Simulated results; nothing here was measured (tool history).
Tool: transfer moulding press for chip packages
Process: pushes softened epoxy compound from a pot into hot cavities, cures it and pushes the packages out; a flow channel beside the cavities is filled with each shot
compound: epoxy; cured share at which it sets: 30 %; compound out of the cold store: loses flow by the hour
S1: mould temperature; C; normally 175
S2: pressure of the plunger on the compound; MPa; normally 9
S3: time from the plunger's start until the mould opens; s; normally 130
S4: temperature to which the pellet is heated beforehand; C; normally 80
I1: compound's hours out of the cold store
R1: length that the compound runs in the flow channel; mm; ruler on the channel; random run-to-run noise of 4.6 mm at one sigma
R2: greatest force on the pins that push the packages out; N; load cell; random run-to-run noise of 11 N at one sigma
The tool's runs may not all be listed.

run     day   S1    S2   S3  S4    I1   R1   R2
  1       0  175     9  130  80  10.8  884  493
      1.071  -- plunger's sealing rings changed
  2    1.85  175     9  130  80  15.3  859  500
  3     3.3  175  9.33  130  80  22.4  859  495
      4.379  -- cavities cleaned with cleaning compound and waxed
  4   5.454  175  9.33  130  80  27.5  845  503
  5   7.983  175     9  130  80  31.2  826  503
      8.754  -- cavities cleaned with cleaning compound and waxed
  6   9.604  175     9  130  80  43.5  791  477
     10.742  -- plunger's sealing rings changed
  7  10.904  175     9  130  80  28.4  833  492
     13.262  -- cavities cleaned with cleaning compound and waxed
  8  13.262  170     9  130  80  30.6  830  632
  9  14.396  170     9  130  80  47.7  792  622
 10  16.221  175     9  130  80  31.2  819  508
 11  17.375  176     9  130  80    23  839  474
     17.675  -- cavities cleaned with cleaning compound and waxed
 12    19.4  176     9  130  80  10.4  877  504
     20.458  -- plunger's sealing rings changed
 13  20.983  175     9  130  80  43.1  787  485
     22.062  -- cavities cleaned with cleaning compound and waxed
 14  23.725  175     9  146  80  17.9  853  462
     25.854  -- mould's thermocouples calibrated
     26.492  -- cavities cleaned with cleaning compound and waxed
 15  26.492  175     9  146  80  28.6  827  451
 16  28.138  171  8.02  167  71  19.5  822  470
     30.342  -- plunger's sealing rings changed
     30.879  -- cavities cleaned with cleaning compound and waxed
 17  30.879  168  8.95  150  71  11.1  912  624
 18  33.442  177     9  110  81    36  799  580
     35.242  -- cavities cleaned with cleaning compound and waxed
 19  35.742  177  8.02  110  81  41.7  745  566
 20  38.292  177  8.02  110  81  42.5  733  557
     39.675  -- cavities cleaned with cleaning compound and waxed
     40.112  -- plunger's sealing rings changed
 21  41.108  175  8.63  130  82    28  809  509
 22  43.571  175  8.63  130  82  32.7  797  494
     44.179  -- cavities cleaned with cleaning compound and waxed
 23  45.271  175  8.63  130  82    13  863  513
 24  47.712  167  8.63  139  76  44.1  793  669
     48.517  -- cavities cleaned with cleaning compound and waxed
 25  48.962  178  8.34  121  84  13.4  837  501
     49.846  -- plunger's sealing rings changed
 26  51.146  178  8.34  121  84   9.2  846  490

Branching from run 26: 3 alternative next runs. What would each branch give?
  A  52.325  173     9  130  78  19.1   ?   ?
  B  52.325  172     9  130  80  23.7   ?   ?
  C  52.325  178  7.04  165  73  29.7   ?   ?

run   R1   R2
  A  866  558
  B  849  559
  C  722  435
Stripped of hidden state, with their random variation kept, the same runs would have yielded:
run   R1   R2
  A  867  551
  B  849  552
  C  723  429
